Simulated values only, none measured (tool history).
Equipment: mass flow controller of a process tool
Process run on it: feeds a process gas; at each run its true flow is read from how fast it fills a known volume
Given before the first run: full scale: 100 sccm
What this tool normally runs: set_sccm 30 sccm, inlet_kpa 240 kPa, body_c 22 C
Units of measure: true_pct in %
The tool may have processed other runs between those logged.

| run | day | set_sccm | inlet_kpa | body_c | true_pct |
|---|---|---|---|---|---|
| 1 | 0 | 30 | 240 | 22 | 98.46 |
| 2 | 2.212 | 30 | 240 | 22 | 98.61 |
| 3 | 5.017 | 30 | 240 | 22 | 98.48 |
| 4 | 7.2 | 30 | 240 | 22 | 98.49 |
| 5 | 9.442 | 30 | 240 | 22 | 98.39 |
| 6 | 11.388 | 30 | 240 | 22 | 98.65 |
| 7 | 12.992 | 17 | 240 | 22 | 98.89 |
| 8 | 15.871 | 17 | 240 | 22 | 98.84 |
| 9 | 18.029 | 17 | 240 | 22 | 98.9 |
| 10 | 19.808 | 17 | 240 | 22 | 98.77 |
| 11 | 21.542 | 17 | 240 | 22 | 98.97 |
| 12 | 23.033 | 30 | 240 | 22 | 98.73 |
| 13 | 24.954 | 30 | 240 | 22 | 98.55 |
| 14 | 28.042 | 30 | 240 | 22 | 98.75 |
| 15 | 30.642 | 30 | 240 | 22 | 98.7 |
| 16 | 33.196 | 30 | 240 | 22 | 98.6 |
| 17 | 36.158 | 30 | 240 | 22 | 98.66 |
| 18 | 37.642 | 30 | 240 | 22 | 98.56 |
| 19 | 40.712 | 30 | 240 | 22 | 98.61 |
| 20 | 43.183 | 58 | 240 | 22 | 99.01 |
| 21 | 45.117 | 58 | 240 | 22 | 98.98 |
| 22 | 47.642 | 13 | 170 | 24 | 99.37 |
| 23 | 49.038 | 13 | 141 | 24 | 99.22 |
| 24 | 52.196 | 17 | 240 | 25 | 99.52 |
| 25 | 55.508 | 10 | 240 | 22 | 100.64 |
| 26 | 57.129 | 10 | 240 | 22 | 100.71 |
| 27 | 58.929 | 30 | 178 | 36 | 99.11 |
| 28 | 61.983 | 30 | 177 | 28 | 98.81 |
|  | 62.25 | controller's zero set anew |
| 29 | 63.575 | 38 | 177 | 24 | 98.68 |
| 30 | 65.65 | 38 | 177 | 24 | 98.68 |
| 31 | 68.462 | 66 | 234 | 22 | 99.32 |
| 32 | 71.771 | 16 | 201 | 27 | 99.87 |
| 33 | 74.5 | 85 | 190 | 36 | 100.26 |
| 34 | 75.917 | 12 | 218 | 37 | 101.54 |
| 35 | 78.85 | 12 | 218 | 37 | 101.51 |
| 36 | 80.871 | 12 | 218 | 37 | 101.65 |
|  | 81.8 | controller's zero set anew, once more |
| 37 | 83.604 | 12 | 190 | 37 | 97.82 |
| 38 | 85.604 | 12 | 190 | 37 | 97.92 |
| 39 | 87.1 | 12 | 194 | 21 | 97.06 |
| 40 | 88.517 | 12 | 194 | 21 | 97.06 |
| 41 | 91.242 | 48 | 240 | 29 | 98.63 |
| 42 | 94.558 | 18 | 141 | 21 | 96.83 |

3 options for the next run, each taken on its own from the tool as it stands now. Forecast them:
| A | 97.712 | 30 | 240 | 22 | ? |
| B | 97.712 | 18 | 251 | 39 | ? |
| C | 97.712 | 30 | 240 | 22 | ? |

| run | true_pct |
|---|---|
| A | 97.69 |
| B | 98.57 |
| C | 97.91 |
The same runs, with their run-to-run variation unchanged, on a tool lacking any hidden condition would have given:
| run | true_pct |
|---|---|
| A | 97.99 |
| B | 98.7 |
| C | 98.21 |
